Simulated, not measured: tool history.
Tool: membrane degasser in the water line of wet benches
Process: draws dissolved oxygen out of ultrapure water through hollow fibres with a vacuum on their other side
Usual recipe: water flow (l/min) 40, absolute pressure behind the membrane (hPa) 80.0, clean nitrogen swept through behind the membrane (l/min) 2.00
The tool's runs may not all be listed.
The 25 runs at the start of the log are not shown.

run    hour  water flow (l/min)  absolute pressure behind the membrane (hPa)  clean nitrogen swept through behind the membrane (l/min)  dissolved oxygen in the water behind the degasser (ppb)  pressure that the water loses in the fibres (hPa)
 26  3499.2                  37                                        127.3                                                      2.00                                                    403.1                                              497.7
 27  3609.8                  37                                        127.3                                                      2.00                                                    407.9                                              497.5
 28  3762.2                  27                                         76.8                                                      2.38                                                    128.5                                              361.4
 29  3930.2                  61                                         57.6                                                      1.13                                                    364.6                                              811.4
 30  4037.2                  43                                         54.6                                                      1.13                                                    215.7                                              568.8
 31  4156.6                  43                                         54.6                                                      1.13                                                    216.6                                              574.6
 32  4324.2                  40                                         76.4                                                      1.43                                                    295.7                                              524.3
     4355.9  -- vacuum gauge calibrated
 33  4486.6                  25                                        161.2                                                      1.21                                                    560.9                                              328.9

Branching from run 33: 3 alternative next runs. What would each branch give?
  A  4653.8                  58                                        126.2                                                      0.92                                                        ?                                                  ?
  B  4653.8                  25                                        164.6                                                      3.75                                                        ?                                                  ?
  C  4653.8                  25                                        184.8                                                      1.21                                                        ?                                                  ?

run  dissolved oxygen in the water behind the degasser (ppb)  pressure that the water loses in the fibres (hPa)
  A                                                   1043.2                                              761.7
  B                                                    212.3                                              327.7
  C                                                    669.7                                              330.4
Without the tool's unlogged condition, the same runs would have read:
run  dissolved oxygen in the water behind the degasser (ppb)  pressure that the water loses in the fibres (hPa)
  A                                                   1042.9                                              790.6
  B                                                    212.3                                              340.1
  C                                                    669.7                                              342.9
